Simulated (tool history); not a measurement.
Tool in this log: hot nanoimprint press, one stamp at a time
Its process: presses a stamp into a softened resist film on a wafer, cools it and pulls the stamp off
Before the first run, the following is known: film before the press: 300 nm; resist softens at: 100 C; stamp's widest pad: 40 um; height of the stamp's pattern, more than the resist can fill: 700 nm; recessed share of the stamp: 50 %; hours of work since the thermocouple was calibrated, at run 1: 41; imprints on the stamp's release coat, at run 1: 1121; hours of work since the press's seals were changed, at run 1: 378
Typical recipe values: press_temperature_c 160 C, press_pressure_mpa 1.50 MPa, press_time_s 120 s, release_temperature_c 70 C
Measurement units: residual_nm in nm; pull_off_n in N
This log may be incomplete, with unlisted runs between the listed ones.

run	day	press_temperature_c	press_pressure_mpa	press_time_s	release_temperature_c	hours of work since the thermocouple was calibrated	imprints on the stamp's release coat	hours of work since the press's seals were changed	residual_nm	pull_off_n
1	0.000	160	1.50	120	70	41	1121	378	143.4	123
2	0.921	160	1.50	120	70	52	1184	389	142.2	124
3	1.575	160	1.50	120	70	59	1228	396	143.2	123
# day 2.000: stamp cleaned and given a new release coat
4	2.804	160	1.50	120	70	70	54	407	142.7	122
5	3.888	160	1.50	120	70	83	127	420	142.1	127
6	4.896	160	1.50	120	70	94	196	431	144.6	124
7	6.100	160	1.50	120	70	108	277	445	145.3	123
8	6.879	157	1.50	120	70	117	329	454	162.9	129
9	7.958	157	1.50	120	70	129	402	466	163.0	126
10	8.942	157	1.95	120	70	140	469	478	145.8	126
11	9.933	160	1.50	120	70	152	536	489	143.6	118
12	11.092	160	1.50	120	70	165	614	502	143.3	126
13	11.908	160	1.50	120	70	174	670	511	142.9	126
14	13.208	160	1.50	120	70	189	758	526	143.0	119
15	14.242	160	1.50	120	70	201	827	538	143.5	126
16	15.729	169	1.50	120	70	218	928	555	94.9	126
17	17.012	160	1.36	120	59	233	1015	570	149.3	160
18	17.800	160	1.36	120	59	242	1068	579	149.7	156
19	18.604	168	1.62	134	70	251	1122	588	92.1	124
20	19.538	156	2.39	231	60	261	1185	599	108.3	157
# day 20.579: stamp cleaned and given a new release coat
21	21.325	156	1.44	201	58	279	50	616	143.8	161
# day 22.658: plate thermocouple calibrated
22	22.929	156	1.44	201	58	3	150	633	143.1	152
23	23.700	156	1.44	201	58	12	202	642	145.8	159

Here are 4 independent what-if runs from the current tool condition. What would each one return?
A	24.992	160	1.11	120	70	27	290	657	?	?
B	24.992	160	1.88	120	70	27	290	657	?	?
C	24.992	166	1.44	105	58	27	290	657	?	?
D	24.992	168	1.50	120	76	27	290	657	?	?

run	residual_nm	pull_off_n
A	162.4	123
B	129.0	126
C	117.5	160
D	99.4	108
With no hidden state in the tool, these same runs would have given:
run	residual_nm	pull_off_n
A	162.3	123
B	128.9	126
C	117.4	159
D	99.4	108
